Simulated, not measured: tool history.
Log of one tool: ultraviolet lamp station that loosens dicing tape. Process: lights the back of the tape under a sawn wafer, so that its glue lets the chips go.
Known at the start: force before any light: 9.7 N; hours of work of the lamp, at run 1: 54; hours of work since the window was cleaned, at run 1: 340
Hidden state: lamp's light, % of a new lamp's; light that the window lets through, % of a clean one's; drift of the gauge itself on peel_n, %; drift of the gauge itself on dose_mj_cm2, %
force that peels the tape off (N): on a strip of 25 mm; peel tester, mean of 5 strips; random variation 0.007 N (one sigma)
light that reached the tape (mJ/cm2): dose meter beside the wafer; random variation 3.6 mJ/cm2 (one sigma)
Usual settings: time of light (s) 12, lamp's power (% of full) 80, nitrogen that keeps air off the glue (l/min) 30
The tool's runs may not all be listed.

run,hour,time of light (s),lamp's power (% of full),nitrogen that keeps air off the glue (l/min),hours of work of the lamp,hours of work since the window was cleaned,force that peels the tape off (N),light that reached the tape (mJ/cm2)
1,0.0,12,80,30,54,340,0.235,593
2,10.7,12,80,30,62,348,0.236,587
3,21.6,12,80,9,70,356,0.858,594
4,38.2,12,80,40,82,369,0.201,591
5,48.8,12,80,40,90,376,0.189,591
6,66.6,12,80,40,103,390,0.188,594
7,75.9,12,80,40,110,397,0.182,598
8,87.1,12,74,30,118,405,0.307,546
9,104.1,12,74,21,131,418,0.430,551
10,124.4,12,80,11,146,433,0.686,592
11,144.0,15,66,11,161,447,0.661,607
12,166.1,12,80,12,177,464,0.663,591
13,181.5,20,91,30,189,475,0.096,1130
14,200.6,20,81,30,203,489,0.122,994
15,223.1,7,88,42,219,506,0.539,381

Forecast each of these 5 alternatives for the next run:
A,243.4,20,94,30,234,521,?,?
B,243.4,8,77,27,234,521,?,?
C,243.4,7,88,14,234,521,?,?
D,243.4,7,76,42,234,521,?,?
E,243.4,12,73,28,234,521,?,?

run,force that peels the tape off (N),light that reached the tape (mJ/cm2)
A,0.109,1163
B,0.836,385
C,1.464,373
D,0.761,325
E,0.331,539
Without the tool's hidden state the same runs would have given:
run,force that peels the tape off (N),light that reached the tape (mJ/cm2)
A,0.109,1164
B,0.834,385
C,1.461,374
D,0.759,325
E,0.330,539
